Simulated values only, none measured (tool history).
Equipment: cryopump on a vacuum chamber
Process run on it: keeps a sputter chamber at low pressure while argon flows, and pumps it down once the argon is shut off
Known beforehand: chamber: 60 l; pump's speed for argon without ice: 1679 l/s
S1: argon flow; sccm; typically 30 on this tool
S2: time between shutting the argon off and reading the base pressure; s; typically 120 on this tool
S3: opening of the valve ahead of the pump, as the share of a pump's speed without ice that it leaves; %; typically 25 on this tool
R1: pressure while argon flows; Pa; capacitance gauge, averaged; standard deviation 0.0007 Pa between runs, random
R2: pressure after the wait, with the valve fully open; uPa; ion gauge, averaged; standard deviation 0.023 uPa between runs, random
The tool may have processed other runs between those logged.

Run 1, hour 0.0: usual settings. Result: R1 0.1301 Pa, R2 1.19 uPa.
Run 2, hour 28.9: usual settings. Result: R1 0.1295 Pa, R2 1.15 uPa.
Run 3, hour 54.1: usual settings. Result: R1 0.1292 Pa, R2 1.25 uPa.
Run 4, hour 82.0: usual settings. Result: R1 0.1306 Pa, R2 1.17 uPa.
Run 5, hour 107.1: usual settings. Result: R1 0.1300 Pa, R2 1.25 uPa.
Run 6, hour 126.7: usual settings. Result: R1 0.1303 Pa, R2 1.25 uPa.
Run 7, hour 148.4: usual settings. Result: R1 0.1310 Pa, R2 1.24 uPa.
Run 8, hour 172.1: usual settings but S3 28 %. Result: R1 0.1183 Pa, R2 1.27 uPa.
Run 9, hour 186.6: usual settings but S2 62 s, S3 28 %. Result: R1 0.1195 Pa, R2 1.88 uPa.
Run 10, hour 200.6: usual settings but S2 62 s, S3 28 %. Result: R1 0.1197 Pa, R2 1.76 uPa.
Run 11, hour 227.8: usual settings but S2 62 s, S3 28 %. Result: R1 0.1190 Pa, R2 1.83 uPa.
Run 12, hour 249.2: usual settings but S2 62 s, S3 28 %. Result: R1 0.1188 Pa, R2 1.88 uPa.
Run 13, hour 263.3: usual settings but S3 59 %. Result: R1 0.0626 Pa, R2 1.34 uPa.
Run 14, hour 279.1: usual settings but S3 59 %. Result: R1 0.0637 Pa, R2 1.36 uPa.
Run 15, hour 295.8: usual settings but S3 59 %. Result: R1 0.0638 Pa, R2 1.43 uPa.
At hour 311.6: pump warmed up, emptied and cooled again.
Run 16, hour 312.6: usual settings. Result: R1 0.1211 Pa, R2 1.13 uPa.
Run 17, hour 339.4: usual settings. Result: R1 0.1222 Pa, R2 1.17 uPa.
Run 18, hour 364.9: usual settings. Result: R1 0.1215 Pa, R2 1.20 uPa.
Run 19, hour 390.5: usual settings but S1 19 sccm, S2 41 s, S3 49 %. Result: R1 0.0393 Pa, R2 2.31 uPa.
Run 20, hour 408.4: usual settings but S1 39 sccm, S2 187 s, S3 17 %. Result: R1 0.2337 Pa, R2 1.01 uPa.
Run 21, hour 432.3: usual settings but S1 39 sccm, S2 187 s, S3 17 %. Result: R1 0.2322 Pa, R2 1.04 uPa.
Run 22, hour 451.7: usual settings but S1 25 sccm, S2 205 s, S3 43 %. Result: R1 0.0596 Pa, R2 1.00 uPa.
Run 23, hour 473.6: usual settings but S1 25 sccm, S2 205 s, S3 43 %. Result: R1 0.0602 Pa, R2 1.05 uPa.
Run 24, hour 496.1: usual settings but S1 22 sccm, S2 23 s. Result: R1 0.0903 Pa, R2 3.76 uPa.
Run 25, hour 512.3: usual settings but S1 22 sccm, S2 23 s, S3 18 %. Result: R1 0.1256 Pa, R2 3.73 uPa.
Run 26, hour 536.2: usual settings but S1 22 sccm, S2 219 s, S3 18 %. Result: R1 0.1249 Pa, R2 1.07 uPa.
Run 27, hour 563.0: usual settings but S1 51 sccm, S2 36 s, S3 18 %. Result: R1 0.2896 Pa, R2 2.64 uPa.
Run 28, hour 589.7: usual settings but S1 15 sccm, S2 214 s, S3 28 %. Result: R1 0.0549 Pa, R2 1.01 uPa.
Run 29, hour 617.6: usual settings but S1 15 sccm, S2 152 s, S3 18 %. Result: R1 0.0862 Pa, R2 1.23 uPa.

What does the tool deliver on the next run?
Run 30, hour 642.9: usual settings but S1 15 sccm, S2 152 s, S3 18 %. Result: R1 ?, R2 ?.

Run 30 measured R1 0.0861 Pa, R2 1.22 uPa.
Take away the tool's hidden state, keep the run-to-run variation as it was, and the same run would have given R1 0.0845 Pa, R2 0.66 uPa.
